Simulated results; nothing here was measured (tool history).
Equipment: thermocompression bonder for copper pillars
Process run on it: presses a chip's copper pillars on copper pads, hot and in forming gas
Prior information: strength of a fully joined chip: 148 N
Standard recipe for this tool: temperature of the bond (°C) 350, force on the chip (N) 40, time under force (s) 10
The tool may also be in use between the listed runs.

| run | day | temperature of the bond (°C) | force on the chip (N) | time under force (s) | force that shears a chip off (N) |
|---|---|---|---|---|---|
| 1 | 0 | 350 | 40 | 10 | 91.8 |
| 2 | 0.321 | 350 | 40 | 14 | 101.5 |
| 3 | 0.758 | 350 | 40 | 14 | 102.6 |
| 4 | 1.117 | 332 | 40 | 10 | 79.3 |
| 5 | 1.558 | 332 | 40 | 10 | 78.4 |
| 6 | 1.858 | 332 | 40 | 10 | 79.3 |
| 7 | 2.183 | 332 | 40 | 10 | 76.9 |
| 8 | 2.421 | 332 | 40 | 10 | 78.2 |
| 9 | 2.625 | 332 | 40 | 10 | 78.4 |
| 10 | 2.846 | 332 | 40 | 10 | 76.5 |
| 11 | 3.288 | 350 | 56 | 10 | 108.6 |
| 12 | 3.608 | 350 | 56 | 10 | 106.7 |
| 13 | 3.975 | 350 | 56 | 10 | 108 |
| 14 | 4.371 | 350 | 40 | 10 | 92.8 |
| 15 | 4.779 | 350 | 40 | 10 | 93.4 |
| 16 | 4.996 | 350 | 40 | 10 | 92 |
| 17 | 5.362 | 350 | 40 | 10 | 91 |
| 18 | 5.579 | 350 | 40 | 10 | 91.8 |
| 19 | 5.771 | 350 | 40 | 10 | 91.8 |
|  | 5.825 | forming gas filter changed |
| 20 | 5.996 | 350 | 40 | 10 | 95.9 |
| 21 | 6.2 | 345 | 33 | 10 | 83.3 |
| 22 | 6.554 | 345 | 33 | 10 | 84.7 |
| 23 | 6.825 | 345 | 33 | 10 | 85 |
| 24 | 7.067 | 345 | 33 | 10 | 85.3 |
| 25 | 7.312 | 350 | 47 | 10 | 105 |
|  | 7.396 | force cell calibrated |
| 26 | 7.671 | 367 | 54 | 10 | 124.6 |
| 27 | 7.896 | 363 | 37 | 19 | 119.8 |
| 28 | 8.262 | 330 | 40 | 17 | 96.1 |
| 29 | 8.521 | 379 | 40 | 13 | 124.9 |
| 30 | 8.817 | 379 | 40 | 13 | 124.7 |
|  | 8.971 | force cell calibrated, once more |
| 31 | 9.062 | 336 | 30 | 10 | 70.3 |
| 32 | 9.267 | 359 | 26 | 10 | 82 |
| 33 | 9.458 | 359 | 26 | 10 | 81.1 |
| 34 | 9.775 | 366 | 40 | 13 | 117.3 |
| 35 | 10.008 | 340 | 26 | 13 | 72.1 |
| 36 | 10.446 | 340 | 26 | 13 | 74.6 |
| 37 | 10.762 | 345 | 29 | 21 | 96.9 |
| 38 | 10.988 | 323 | 27 | 27 | 79.5 |
| 39 | 11.421 | 350 | 38 | 10 | 93 |
| 40 | 11.742 | 359 | 40 | 11 | 105.5 |

The logged runs with the hidden state left out (each run's random variation unchanged):
Unlogged tool condition in this case: true temperature of the bond over the reading, C; force that reaches the chip, % of what is set; oxide that the forming gas leaves, % of the face; drift of the gauge itself on shear_n, %.
| run | force that shears a chip off (N) |
|---|---|
| 1 | 93.6 |
| 2 | 103.8 |
| 3 | 105 |
| 4 | 80.6 |
| 5 | 79.6 |
| 6 | 80.7 |
| 7 | 78.2 |
| 8 | 79.5 |
| 9 | 79.8 |
| 10 | 77.8 |
| 11 | 111.8 |
| 12 | 109.8 |
| 13 | 111.3 |
| 14 | 95.1 |
| 15 | 95.7 |
| 16 | 94.3 |
| 17 | 93.4 |
| 18 | 94.2 |
| 19 | 94.2 |
| 20 | 93.3 |
| 21 | 80.7 |
| 22 | 82 |
| 23 | 82.4 |
| 24 | 82.6 |
| 25 | 102.5 |
| 26 | 122.4 |
| 27 | 117.5 |
| 28 | 93.1 |
| 29 | 123 |
| 30 | 122.9 |
| 31 | 68.8 |
| 32 | 80.7 |
| 33 | 79.7 |
| 34 | 116.4 |
| 35 | 70.7 |
| 36 | 73.2 |
| 37 | 95.6 |
| 38 | 78.1 |
| 39 | 91.8 |
| 40 | 104.6 |

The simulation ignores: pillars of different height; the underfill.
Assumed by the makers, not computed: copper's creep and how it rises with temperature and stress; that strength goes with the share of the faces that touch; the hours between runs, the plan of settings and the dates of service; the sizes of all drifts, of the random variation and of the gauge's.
